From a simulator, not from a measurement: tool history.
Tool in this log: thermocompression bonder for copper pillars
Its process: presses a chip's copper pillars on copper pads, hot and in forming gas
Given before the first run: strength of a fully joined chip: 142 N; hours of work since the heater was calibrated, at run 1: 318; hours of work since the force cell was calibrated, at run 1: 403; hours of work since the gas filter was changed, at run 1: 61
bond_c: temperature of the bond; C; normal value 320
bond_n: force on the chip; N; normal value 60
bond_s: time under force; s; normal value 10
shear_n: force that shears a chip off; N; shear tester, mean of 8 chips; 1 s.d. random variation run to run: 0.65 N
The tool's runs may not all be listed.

| run | hour | bond_c | bond_n | bond_s | hours of work since the heater was calibrated | hours of work since the force cell was calibrated | hours of work since the gas filter was changed | shear_n |
|---|---|---|---|---|---|---|---|---|
| 1 | 0.0 | 320 | 60 | 10 | 318 | 403 | 61 | 87.7 |
| 2 | 12.2 | 320 | 60 | 10 | 328 | 412 | 70 | 87.3 |
| 3 | 26.2 | 320 | 60 | 10 | 338 | 423 | 81 | 87.3 |
| 4 | 37.0 | 317 | 60 | 10 | 346 | 431 | 89 | 84.2 |
| 5 | 56.4 | 317 | 60 | 10 | 361 | 446 | 104 | 84.9 |
| 6 | 76.5 | 320 | 60 | 10 | 377 | 461 | 119 | 87.0 |
|  | 79.7 | heater calibrated with a thermocouple chip |
| 7 | 95.3 | 320 | 60 | 10 | 12 | 474 | 132 | 88.1 |
| 8 | 113.4 | 320 | 79 | 10 | 26 | 488 | 146 | 96.7 |
| 9 | 124.4 | 320 | 60 | 10 | 34 | 496 | 154 | 88.2 |
| 10 | 136.7 | 320 | 60 | 10 | 44 | 506 | 164 | 87.9 |
|  | 145.7 | heater calibrated with a thermocouple chip, once more |
| 11 | 151.4 | 298 | 60 | 10 | 4 | 515 | 173 | 60.3 |
| 12 | 162.7 | 320 | 60 | 14 | 13 | 524 | 182 | 87.7 |
| 13 | 172.5 | 341 | 38 | 10 | 20 | 531 | 189 | 83.6 |
| 14 | 189.0 | 332 | 38 | 9 | 33 | 544 | 202 | 75.0 |
| 15 | 201.1 | 332 | 79 | 14 | 42 | 553 | 211 | 105.4 |

Run 16 has not been measured yet. What should we expect?
| 16 | 212.1 | 309 | 79 | 14 | 51 | 562 | 220 | ? |

Logged for run 16: shear_n 86.3 N.
With the hidden condition absent and the run-to-run variation left alone, this run would have shown shear_n 92.0 N.
